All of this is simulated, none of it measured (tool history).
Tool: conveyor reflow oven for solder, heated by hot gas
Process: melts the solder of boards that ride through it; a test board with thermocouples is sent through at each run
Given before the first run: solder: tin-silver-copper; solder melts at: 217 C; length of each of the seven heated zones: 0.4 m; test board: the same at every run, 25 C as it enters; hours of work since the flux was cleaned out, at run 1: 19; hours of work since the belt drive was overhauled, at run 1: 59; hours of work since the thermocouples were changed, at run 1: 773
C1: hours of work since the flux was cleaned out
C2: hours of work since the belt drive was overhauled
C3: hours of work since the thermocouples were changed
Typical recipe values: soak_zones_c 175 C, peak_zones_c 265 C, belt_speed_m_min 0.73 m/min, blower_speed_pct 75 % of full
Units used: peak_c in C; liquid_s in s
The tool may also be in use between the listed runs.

run 1 hour=0 | soak_zones_c=175 peak_zones_c=265 belt_speed_m_min=0.73 blower_speed_pct=75 | C1=19 C2=59 C3=773 | peak_c=254.75 liquid_s=52
run 2 hour=22.7 | soak_zones_c=175 peak_zones_c=265 belt_speed_m_min=0.73 blower_speed_pct=75 | C1=29 C2=69 C3=783 | peak_c=254.68 liquid_s=52.04
run 3 hour=40.2 | soak_zones_c=175 peak_zones_c=265 belt_speed_m_min=0.73 blower_speed_pct=75 | C1=36 C2=77 C3=791 | peak_c=254.66 liquid_s=52.05
run 4 hour=53.7 | soak_zones_c=175 peak_zones_c=265 belt_speed_m_min=0.73 blower_speed_pct=75 | C1=42 C2=83 C3=797 | peak_c=254.62 liquid_s=51.9
run 5 hour=65.9 | soak_zones_c=175 peak_zones_c=272 belt_speed_m_min=0.73 blower_speed_pct=75 | C1=48 C2=88 C3=802 | peak_c=261.12 liquid_s=55.09
run 6 hour=88.7 | soak_zones_c=175 peak_zones_c=272 belt_speed_m_min=0.73 blower_speed_pct=75 | C1=58 C2=98 C3=812 | peak_c=261.13 liquid_s=55.1
run 7 hour=104 | soak_zones_c=175 peak_zones_c=265 belt_speed_m_min=0.856 blower_speed_pct=75 | C1=65 C2=105 C3=819 | peak_c=249.94 liquid_s=40.85
run 8 hour=127.8 | soak_zones_c=175 peak_zones_c=265 belt_speed_m_min=0.856 blower_speed_pct=75 | C1=75 C2=116 C3=829 | peak_c=250.02 liquid_s=40.99
run 9 hour=144.6 | soak_zones_c=175 peak_zones_c=265 belt_speed_m_min=0.856 blower_speed_pct=75 | C1=83 C2=123 C3=837 | peak_c=249.86 liquid_s=40.81
run 10 hour=166.8 | soak_zones_c=175 peak_zones_c=265 belt_speed_m_min=0.856 blower_speed_pct=75 | C1=92 C2=133 C3=847 | peak_c=249.96 liquid_s=40.72
run 11 hour=185.5 | soak_zones_c=175 peak_zones_c=261 belt_speed_m_min=0.627 blower_speed_pct=74 | C1=101 C2=141 C3=855 | peak_c=254.19 liquid_s=61.41
run 12 hour=199.8 | soak_zones_c=175 peak_zones_c=273 belt_speed_m_min=0.73 blower_speed_pct=63 | C1=107 C2=147 C3=861 | peak_c=259.6 liquid_s=54.01
run 13 hour=217.4 | soak_zones_c=175 peak_zones_c=265 belt_speed_m_min=0.592 blower_speed_pct=75 | C1=115 C2=155 C3=869 | peak_c=259.08 liquid_s=68.47
run 14 hour=242 | soak_zones_c=175 peak_zones_c=265 belt_speed_m_min=0.592 blower_speed_pct=75 | C1=126 C2=166 C3=880 | peak_c=259.13 liquid_s=68.25
run 15 hour=254.8 | soak_zones_c=175 peak_zones_c=265 belt_speed_m_min=0.592 blower_speed_pct=75 | C1=131 C2=172 C3=886 | peak_c=259.17 liquid_s=68.45
run 16 hour=268.8 | soak_zones_c=175 peak_zones_c=273 belt_speed_m_min=0.858 blower_speed_pct=69 | C1=138 C2=178 C3=892 | peak_c=255.5 liquid_s=43.35
run 17 hour=280.4 | soak_zones_c=175 peak_zones_c=273 belt_speed_m_min=0.858 blower_speed_pct=69 | C1=143 C2=183 C3=897 | peak_c=255.2 liquid_s=43.19
-- hour=288.5 thermocouples of zones 6 and 7 changed
run 18 hour=294.3 | soak_zones_c=172 peak_zones_c=263 belt_speed_m_min=0.766 blower_speed_pct=69 | C1=148 C2=188 C3=3 | peak_c=248.36 liquid_s=44.51

For run 19, what comes out?
run 19 hour=317.9 | soak_zones_c=172 peak_zones_c=263 belt_speed_m_min=0.766 blower_speed_pct=69 | C1=159 C2=199 C3=13 | peak_c=? liquid_s=?

{"run 19": {"peak_c": 248.17, "liquid_s": 44.38}}
Minus the tool's unlogged condition, the same run would have read peak_c 249.23 C, liquid_s 45.15 s.

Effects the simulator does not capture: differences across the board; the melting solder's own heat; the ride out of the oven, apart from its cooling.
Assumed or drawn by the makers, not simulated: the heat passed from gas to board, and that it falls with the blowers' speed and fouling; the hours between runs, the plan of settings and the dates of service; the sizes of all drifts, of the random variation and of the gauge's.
